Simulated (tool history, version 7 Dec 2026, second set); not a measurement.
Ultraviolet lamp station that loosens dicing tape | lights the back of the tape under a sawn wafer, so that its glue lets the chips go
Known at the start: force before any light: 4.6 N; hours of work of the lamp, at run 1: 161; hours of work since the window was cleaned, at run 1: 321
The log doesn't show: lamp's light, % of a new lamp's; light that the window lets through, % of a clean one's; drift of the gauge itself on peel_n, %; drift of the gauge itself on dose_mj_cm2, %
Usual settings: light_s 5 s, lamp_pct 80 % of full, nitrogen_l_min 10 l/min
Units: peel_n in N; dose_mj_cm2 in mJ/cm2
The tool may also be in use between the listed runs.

| run | hour | light_s | lamp_pct | nitrogen_l_min | hours of work of the lamp | hours of work since the window was cleaned | peel_n | dose_mj_cm2 |
|---|---|---|---|---|---|---|---|---|
| 1 | 0 | 5 | 80 | 10 | 161 | 321 | 0.76 | 419 |
| 2 | 15.7 | 5 | 80 | 10 | 170 | 330 | 0.75 | 420 |
| 3 | 30.4 | 5 | 80 | 10 | 180 | 340 | 0.795 | 417 |
| 4 | 38.1 | 5 | 80 | 10 | 184 | 344 | 0.804 | 421 |
| 5 | 51.4 | 5 | 80 | 10 | 193 | 353 | 0.775 | 416 |
| 6 | 68 | 5 | 80 | 10 | 203 | 363 | 0.746 | 411 |
| 7 | 76.6 | 5 | 80 | 10 | 209 | 369 | 0.814 | 410 |
| 8 | 86 | 5 | 80 | 10 | 215 | 374 | 0.79 | 408 |
| 9 | 101.8 | 5 | 80 | 10 | 224 | 384 | 0.791 | 410 |
| 10 | 118.4 | 7 | 80 | 10 | 235 | 395 | 0.46 | 568 |
| 11 | 126.3 | 7 | 96 | 10 | 240 | 400 | 0.373 | 679 |
| 12 | 135.5 | 9 | 80 | 10 | 246 | 405 | 0.341 | 724 |
| 13 | 149.3 | 9 | 80 | 4 | 254 | 414 | 0.559 | 717 |
| 14 | 157.4 | 9 | 80 | 4 | 259 | 419 | 0.587 | 719 |
| 15 | 164.6 | 9 | 80 | 4 | 264 | 424 | 0.553 | 714 |
| 16 | 181.7 | 9 | 80 | 4 | 274 | 434 | 0.561 | 714 |
| 17 | 194.2 | 9 | 80 | 4 | 282 | 442 | 0.612 | 708 |
| 18 | 209.2 | 9 | 80 | 4 | 292 | 452 | 0.59 | 698 |
| 19 | 219.7 | 9 | 80 | 4 | 298 | 458 | 0.593 | 697 |
| 20 | 233 | 3 | 61 | 8 | 307 | 467 | 2.137 | 180 |
| 21 | 246 | 3 | 61 | 8 | 315 | 475 | 2.136 | 174 |
| 22 | 259.6 | 3 | 61 | 8 | 323 | 483 | 2.147 | 174 |
|  | 270 | window cleaned of glue's vapour |
| 23 | 271.7 | 3 | 61 | 8 | 331 | 1 | 1.972 | 209 |
| 24 | 278.9 | 2 | 91 | 4 | 335 | 6 | 2.545 | 203 |
| 25 | 292.5 | 3 | 76 | 10 | 344 | 14 | 1.487 | 251 |
| 26 | 302.4 | 5 | 76 | 10 | 350 | 20 | 0.776 | 425 |
| 27 | 316.9 | 5 | 65 | 10 | 359 | 29 | 0.935 | 360 |
| 28 | 325.7 | 5 | 72 | 12 | 364 | 35 | 0.767 | 396 |
| 29 | 338.4 | 5 | 64 | 3 | 372 | 43 | 1.696 | 351 |
| 30 | 352.8 | 5 | 64 | 3 | 381 | 52 | 1.631 | 351 |
| 31 | 368.4 | 7 | 68 | 10 | 391 | 62 | 0.558 | 520 |
| 32 | 377.3 | 7 | 68 | 10 | 397 | 67 | 0.561 | 516 |
| 33 | 388.8 | 2 | 95 | 14 | 404 | 74 | 1.661 | 201 |
| 34 | 397.1 | 5 | 72 | 6 | 409 | 80 | 1.113 | 385 |
| 35 | 407.7 | 5 | 72 | 6 | 416 | 86 | 1.136 | 388 |
| 36 | 422.3 | 5 | 72 | 6 | 425 | 95 | 1.149 | 387 |

5 ways to go on from here, each from the tool as it stands after run 36. What would each give?
| A | 439 | 5 | 72 | 5 | 435 | 106 | ? | ? |
| B | 439 | 5 | 79 | 8 | 435 | 106 | ? | ? |
| C | 439 | 6 | 93 | 16 | 435 | 106 | ? | ? |
| D | 439 | 4 | 68 | 6 | 435 | 106 | ? | ? |
| E | 439 | 3 | 72 | 6 | 435 | 106 | ? | ? |

| run | peel_n | dose_mj_cm2 |
|---|---|---|
| A | 1.251 | 381 |
| B | 0.846 | 419 |
| C | 0.368 | 597 |
| D | 1.515 | 289 |
| E | 1.966 | 231 |
Without the tool's hidden state the same runs would have given:
| run | peel_n | dose_mj_cm2 |
|---|---|---|
| A | 1.04 | 441 |
| B | 0.68 | 486 |
| C | 0.308 | 691 |
| D | 1.293 | 335 |
| E | 1.725 | 267 |
